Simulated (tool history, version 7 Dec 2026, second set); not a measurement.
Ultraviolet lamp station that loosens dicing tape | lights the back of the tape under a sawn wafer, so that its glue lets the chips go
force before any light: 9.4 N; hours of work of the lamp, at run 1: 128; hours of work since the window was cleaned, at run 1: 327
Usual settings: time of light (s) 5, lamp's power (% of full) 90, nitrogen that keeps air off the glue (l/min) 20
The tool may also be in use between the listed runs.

run   hour  time of light (s)  lamp's power (% of full)  nitrogen that keeps air off the glue (l/min)  hours of work of the lamp  hours of work since the window was cleaned  force that peels the tape off (N)  light that reached the tape (mJ/cm²)
  1      0                  5                        90                                            20                        128                                         327                              0.271                                   287
  2   15.4                  2                        90                                            20                        139                                         338                              2.093                                   114
  3     38                  2                        90                                            20                        155                                         355                              2.126                                   114
  4   68.4                  5                        90                                            20                        177                                         376                              0.278                                   277
  5   96.1                  5                        90                                            20                        197                                         396                              0.302                                   277
  6  117.1                  8                        90                                            20                        212                                         411                              0.095                                   442
  7  134.3                  4                        90                                            20                        224                                         424                              0.563                                   219
     143.1  -- window cleaned of glue's vapour
  8  162.3                  4                        90                                            20                        244                                          14                              0.498                                   228
  9  190.3                  5                        90                                            20                        264                                          34                              0.282                                   287
 10  218.1                  9                        90                                            20                        284                                          54                              0.096                                   505
 11  251.2                  9                        90                                            20                        308                                          78                              0.113                                   500
 12  266.1                  9                        90                                            20                        319                                          88                              0.092                                   493
 13  288.1                  9                        90                                            20                        334                                         104                              0.097                                   494
 14  322.1                  9                        90                                            20                        359                                         128                              0.089                                   490
 15  349.9                  9                        90                                            20                        379                                         148                              0.101                                   485
 16  369.2                  9                        90                                            20                        393                                         162                              0.099                                   478
 17    397                  6                        88                                            13                        413                                         182                              0.355                                   308
 18  427.3                  5                        88                                            26                        434                                         204                              0.281                                   257
 19  460.6                  5                        63                                            26                        458                                         228                              0.679                                   180
 20  479.5                  5                        63                                            26                        472                                         241                                0.7                                   184
 21  501.2                  5                        63                                            26                        487                                         257                              0.687                                   181
 22  521.3                  5                        78                                            20                        502                                         271                              0.538                                   219
 23  554.2                  3                        79                                            36                        525                                         295                              1.045                                   131
 24  575.8                  5                        73                                            20                        541                                         311                              0.685                                   203
 25  609.9                  5                        73                                            20                        565                                         335                               0.68                                   196
 26  638.7                  5                        65                                            20                        586                                         356                              0.931                                   178

The next listed run, before its measurement:
 27  672.2                  5                        85                                            13                        610                                         380                                  ?                                     ?

{"run 27": {"force that peels the tape off (N)": 0.778, "light that reached the tape (mJ/cm²)": 228}}
Without the tool's hidden state the same run would have given force that peels the tape off (N) 0.379, light that reached the tape (mJ/cm²) 303.

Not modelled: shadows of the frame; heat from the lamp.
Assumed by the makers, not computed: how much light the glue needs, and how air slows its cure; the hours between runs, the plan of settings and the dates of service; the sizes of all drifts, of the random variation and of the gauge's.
